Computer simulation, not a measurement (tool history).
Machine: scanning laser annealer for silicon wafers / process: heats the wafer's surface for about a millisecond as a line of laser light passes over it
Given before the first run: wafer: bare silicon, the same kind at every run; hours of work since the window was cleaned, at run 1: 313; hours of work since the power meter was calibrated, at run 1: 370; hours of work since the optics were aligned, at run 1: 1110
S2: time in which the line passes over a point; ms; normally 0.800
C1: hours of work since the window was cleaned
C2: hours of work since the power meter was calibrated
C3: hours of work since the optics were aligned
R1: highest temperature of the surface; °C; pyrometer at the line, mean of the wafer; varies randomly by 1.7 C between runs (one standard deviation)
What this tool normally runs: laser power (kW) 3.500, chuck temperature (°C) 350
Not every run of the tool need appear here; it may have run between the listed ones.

Run 1, hour 0.0: usual settings; C1 313; C2 370; C3 1110. Result: R1 1157 °C.
Run 2, hour 44.1: usual settings; C1 339; C2 395; C3 1136. Result: R1 1156 °C.
At hour 94.1: window over the wafer cleaned.
Run 3, hour 116.8: usual settings but chuck temperature (°C) 334; C1 13; C2 436; C3 1177. Result: R1 1145 °C.
Run 4, hour 184.9: usual settings but laser power (kW) 3.073; C1 53; C2 476; C3 1216. Result: R1 1054 °C.
Run 5, hour 220.4: usual settings but laser power (kW) 3.073; C1 73; C2 496; C3 1236. Result: R1 1054 °C.
Run 6, hour 252.7: usual settings but laser power (kW) 3.136; C1 92; C2 515; C3 1255. Result: R1 1067 °C.
Run 7, hour 325.4: usual settings but laser power (kW) 3.501; C1 134; C2 557; C3 1297. Result: R1 1152 °C.
Run 8, hour 384.0: usual settings but laser power (kW) 3.501; C1 168; C2 591; C3 1331. Result: R1 1158 °C.
Run 9, hour 422.4: usual settings but laser power (kW) 3.501, S2 0.857 ms; C1 190; C2 613; C3 1353. Result: R1 1191 °C.
Run 10, hour 491.0: usual settings but laser power (kW) 3.501, S2 0.857 ms; C1 230; C2 653; C3 1393. Result: R1 1190 °C.
Run 11, hour 520.9: usual settings but laser power (kW) 3.501, S2 0.857 ms; C1 247; C2 670; C3 1410. Result: R1 1191 °C.
Run 12, hour 586.9: usual settings but laser power (kW) 3.501, S2 0.857 ms; C1 285; C2 708; C3 1449. Result: R1 1185 °C.
Run 13, hour 655.1: usual settings but S2 0.605 ms; C1 325; C2 748; C3 1488. Result: R1 1038 °C.
Run 14, hour 697.8: usual settings but S2 0.812 ms; C1 349; C2 772; C3 1513. Result: R1 1161 °C.
At hour 731.4: window over the wafer cleaned.
Run 15, hour 731.4: usual settings but S2 0.812 ms; C1 0; C2 791; C3 1531. Result: R1 1163 °C.
Run 16, hour 777.5: usual settings but S2 0.812 ms; C1 27; C2 817; C3 1558. Result: R1 1164 °C.
At hour 817.9: optics aligned, line set to its width.
Run 17, hour 817.9: usual settings but S2 0.812 ms; C1 47; C2 838; C3 0. Result: R1 1161 °C.
Run 18, hour 888.1: usual settings but S2 0.812 ms; C1 88; C2 879; C3 41. Result: R1 1160 °C.
Run 19, hour 927.4: usual settings; C1 111; C2 901; C3 63. Result: R1 1154 °C.
Run 20, hour 979.5: usual settings; C1 141; C2 931; C3 94. Result: R1 1156 °C.
Run 21, hour 1036.9: usual settings but S2 0.562 ms; C1 174; C2 965; C3 127. Result: R1 1008 °C.
Run 22, hour 1072.7: usual settings but S2 0.562 ms; C1 195; C2 985; C3 147. Result: R1 1008 °C.
Run 23, hour 1133.4: usual settings but S2 0.650 ms, chuck temperature (°C) 359; C1 230; C2 1020; C3 183. Result: R1 1074 °C.
Run 24, hour 1183.0: usual settings but S2 0.773 ms, chuck temperature (°C) 360; C1 258; C2 1049; C3 211. Result: R1 1151 °C.
Run 25, hour 1224.4: usual settings but S2 0.970 ms, chuck temperature (°C) 342; C1 282; C2 1073; C3 235. Result: R1 1242 °C.
Run 26, hour 1294.5: usual settings but laser power (kW) 3.530, S2 0.825 ms, chuck temperature (°C) 342; C1 323; C2 1114; C3 276. Result: R1 1169 °C.
Run 27, hour 1356.9: usual settings but laser power (kW) 3.530, S2 0.825 ms, chuck temperature (°C) 342; C1 359; C2 1150; C3 312. Result: R1 1171 °C.
At hour 1372.6: window over the wafer cleaned.
Run 28, hour 1413.2: usual settings but laser power (kW) 3.166, S2 0.865 ms, chuck temperature (°C) 378; C1 24; C2 1181; C3 343. Result: R1 1136 °C.
Run 29, hour 1470.9: usual settings but laser power (kW) 3.604, S2 0.855 ms, chuck temperature (°C) 349; C1 57; C2 1215; C3 377. Result: R1 1214 °C.
Run 30, hour 1525.8: usual settings but laser power (kW) 3.642, S2 0.564 ms; C1 89; C2 1246; C3 408. Result: R1 1043 °C.
Run 31, hour 1564.2: usual settings but laser power (kW) 3.495, S2 0.827 ms, chuck temperature (°C) 327; C1 111; C2 1269; C3 431. Result: R1 1143 °C.
Run 32, hour 1594.1: usual settings but laser power (kW) 3.620, S2 0.753 ms, chuck temperature (°C) 362; C1 128; C2 1286; C3 448. Result: R1 1171 °C.
Run 33, hour 1631.5: usual settings but laser power (kW) 3.620, S2 0.753 ms, chuck temperature (°C) 362; C1 150; C2 1308; C3 470. Result: R1 1169 °C.
Run 34, hour 1665.3: usual settings but laser power (kW) 3.438, S2 0.976 ms, chuck temperature (°C) 386; C1 169; C2 1327; C3 489. Result: R1 1273 °C.
Run 35, hour 1713.9: usual settings but laser power (kW) 3.438, S2 0.976 ms, chuck temperature (°C) 386; C1 197; C2 1355; C3 517. Result: R1 1267 °C.
Run 36, hour 1786.8: usual settings but chuck temperature (°C) 359; C1 240; C2 1397; C3 560. Result: R1 1163 °C.
Run 37, hour 1831.2: usual settings but laser power (kW) 3.167, S2 0.641 ms, chuck temperature (°C) 370; C1 265; C2 1423; C3 585. Result: R1 1010 °C.
Run 38, hour 1867.0: usual settings but laser power (kW) 3.081, S2 0.641 ms, chuck temperature (°C) 370; C1 286; C2 1444; C3 606. Result: R1 990 °C.
Run 39, hour 1906.2: usual settings but laser power (kW) 3.081, S2 0.641 ms, chuck temperature (°C) 370; C1 309; C2 1466; C3 629. Result: R1 989 °C.
Run 40, hour 1976.2: usual settings but laser power (kW) 3.081, S2 0.641 ms, chuck temperature (°C) 370; C1 349; C2 1507; C3 669. Result: R1 992 °C.
At hour 2013.1: window over the wafer cleaned.
Run 41, hour 2017.6: usual settings but laser power (kW) 3.081, S2 0.641 ms, chuck temperature (°C) 370; C1 3; C2 1530; C3 692. Result: R1 990 °C.
Run 42, hour 2076.5: usual settings but laser power (kW) 3.557, S2 0.643 ms, chuck temperature (°C) 325; C1 37; C2 1564; C3 726. Result: R1 1046 °C.

3 options for the next run, each taken on its own from the tool as it stands now. Forecast them:
Run A, hour 2110.6: usual settings but laser power (kW) 3.119, S2 0.871 ms, chuck temperature (°C) 317; C1 56; C2 1584; C3 746. Result: R1 ?.
Run B, hour 2110.6: usual settings but laser power (kW) 3.817, S2 0.597 ms, chuck temperature (°C) 336; C1 56; C2 1584; C3 746. Result: R1 ?.
Run C, hour 2110.6: usual settings but laser power (kW) 3.192, S2 0.780 ms, chuck temperature (°C) 344; C1 56; C2 1584; C3 746. Result: R1 ?.

run    R1
  A  1066
  B  1083
  C  1067
Without the tool's unlogged condition, the same runs would have read:
run    R1
  A  1066
  B  1083
  C  1066

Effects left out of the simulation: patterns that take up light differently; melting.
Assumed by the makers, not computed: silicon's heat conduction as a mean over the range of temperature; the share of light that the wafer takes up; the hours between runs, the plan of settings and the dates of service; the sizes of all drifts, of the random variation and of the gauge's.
